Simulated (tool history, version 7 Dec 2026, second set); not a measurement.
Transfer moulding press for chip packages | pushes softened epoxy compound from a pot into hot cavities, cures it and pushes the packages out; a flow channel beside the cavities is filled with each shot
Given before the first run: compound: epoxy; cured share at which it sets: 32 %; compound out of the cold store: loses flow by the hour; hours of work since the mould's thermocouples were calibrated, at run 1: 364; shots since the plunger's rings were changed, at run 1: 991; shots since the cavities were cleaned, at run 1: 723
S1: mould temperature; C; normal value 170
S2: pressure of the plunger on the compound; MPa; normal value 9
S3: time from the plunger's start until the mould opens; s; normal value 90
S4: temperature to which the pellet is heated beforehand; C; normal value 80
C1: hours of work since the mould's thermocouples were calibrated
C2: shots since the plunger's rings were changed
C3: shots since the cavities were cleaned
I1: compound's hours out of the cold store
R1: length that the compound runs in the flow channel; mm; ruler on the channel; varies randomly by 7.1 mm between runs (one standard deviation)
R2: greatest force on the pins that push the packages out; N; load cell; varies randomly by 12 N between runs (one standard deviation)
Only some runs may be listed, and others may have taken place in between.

run 1 hour=0 | S1=170 S2=9 S3=90 S4=80 | C1=364 C2=991 C3=723 | I1=9.4 | R1=967 R2=896
-- hour=33.5 cavities cleaned with cleaning compound and waxed
run 2 hour=34.9 | S1=170 S2=9 S3=90 S4=80 | C1=385 C2=1380 C3=17 | I1=15.4 | R1=917 R2=1087
run 3 hour=72.9 | S1=170 S2=9 S3=93 S4=80 | C1=409 C2=1822 C3=459 | I1=33.1 | R1=833 R2=859
run 4 hour=121.3 | S1=170 S2=9 S3=93 S4=80 | C1=441 C2=2385 C3=1022 | I1=12 | R1=939 R2=886
-- hour=129.9 cavities cleaned with cleaning compound and waxed, once more
run 5 hour=171.3 | S1=170 S2=9 S3=93 S4=80 | C1=472 C2=2949 C3=481 | I1=41 | R1=787 R2=707
-- hour=202.8 plunger's sealing rings changed
-- hour=205.9 mould's thermocouples calibrated
run 6 hour=205.9 | S1=162 S2=9 S3=114 S4=80 | C1=0 C2=13 C3=831 | I1=17.8 | R1=949 R2=941
-- hour=229.2 cavities cleaned with cleaning compound and waxed
run 7 hour=244.2 | S1=162 S2=9 S3=114 S4=80 | C1=24 C2=441 C3=174 | I1=39.4 | R1=849 R2=718
run 8 hour=285.3 | S1=174 S2=9.91 S3=85 S4=79 | C1=50 C2=920 C3=653 | I1=37.3 | R1=858 R2=763
run 9 hour=306.4 | S1=177 S2=7.69 S3=130 S4=72 | C1=63 C2=1165 C3=898 | I1=29.8 | R1=768 R2=547
-- hour=323.6 cavities cleaned with cleaning compound and waxed
run 10 hour=351.5 | S1=177 S2=8.24 S3=73 S4=72 | C1=91 C2=1673 C3=325 | I1=35.1 | R1=780 R2=775

Below are 4 alternative next runs, each starting from the tool's condition after run 10. Predict each:
run A hour=399.4 | S1=172 S2=9.99 S3=90 S4=78 | C1=122 C2=2231 C3=883 | I1=14.4 | R1=? R2=?
run B hour=399.4 | S1=170 S2=8.22 S3=103 S4=80 | C1=122 C2=2231 C3=883 | I1=32.1 | R1=? R2=?
run C hour=399.4 | S1=177 S2=7.81 S3=73 S4=85 | C1=122 C2=2231 C3=883 | I1=20 | R1=? R2=?
run D hour=399.4 | S1=167 S2=9 S3=90 S4=80 | C1=122 C2=2231 C3=883 | I1=26.1 | R1=? R2=?

run=A R1=953 R2=784
run=B R1=802 R2=665
run=C R1=816 R2=896
run=D R1=863 R2=1037
Without the tool's unlogged condition, the same runs would have read:
run=A R1=990 R2=533
run=B R1=833 R2=450
run=C R1=847 R2=610
run=D R1=897 R2=706
